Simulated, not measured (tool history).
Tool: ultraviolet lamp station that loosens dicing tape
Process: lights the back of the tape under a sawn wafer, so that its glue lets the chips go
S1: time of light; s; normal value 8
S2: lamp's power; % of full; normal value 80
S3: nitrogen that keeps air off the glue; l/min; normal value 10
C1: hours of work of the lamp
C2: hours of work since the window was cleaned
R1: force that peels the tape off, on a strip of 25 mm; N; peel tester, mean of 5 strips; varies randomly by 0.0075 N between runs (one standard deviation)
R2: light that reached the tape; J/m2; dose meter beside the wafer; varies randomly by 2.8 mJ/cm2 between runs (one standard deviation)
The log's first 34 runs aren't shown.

run 35 day=38.867 | S1=5 S2=79 S3=13 | C1=914 C2=46 | R1=1.277 R2=1820
run 36 day=40.433 | S1=5 S2=79 S3=13 | C1=930 C2=61 | R1=1.295 R2=1810
run 37 day=42.067 | S1=5 S2=79 S3=13 | C1=946 C2=78 | R1=1.350 R2=1820
run 38 day=43.254 | S1=8 S2=84 S3=14 | C1=958 C2=89 | R1=0.391 R2=3060
run 39 day=44.858 | S1=8 S2=84 S3=14 | C1=974 C2=105 | R1=0.382 R2=3030
run 40 day=45.983 | S1=15 S2=61 S3=16 | C1=985 C2=116 | R1=0.216 R2=4040
run 41 day=47.158 | S1=6 S2=80 S3=4 | C1=996 C2=128 | R1=1.723 R2=2130
run 42 day=48.492 | S1=6 S2=80 S3=4 | C1=1010 C2=141 | R1=1.786 R2=2120
run 43 day=50.171 | S1=7 S2=80 S3=4 | C1=1026 C2=158 | R1=1.340 R2=2430
run 44 day=51.721 | S1=7 S2=98 S3=4 | C1=1042 C2=173 | R1=0.893 R2=2990

Each row is a separate what-if for the run after 44, all from the same tool condition, not one after another. Results?
run A day=53.496 | S1=5 S2=66 S3=4 | C1=1059 C2=191 | R1=? R2=?
run B day=53.496 | S1=5 S2=85 S3=4 | C1=1059 C2=191 | R1=? R2=?
run C day=53.496 | S1=7 S2=89 S3=11 | C1=1059 C2=191 | R1=? R2=?

run=A R1=3.143 R2=1420
run=B R1=2.196 R2=1800
run=C R1=0.607 R2=2640
Without the tool's unlogged condition, the same runs would have read:
run=A R1=2.002 R2=1950
run=B R1=1.250 R2=2480
run=C R1=0.288 R2=3650
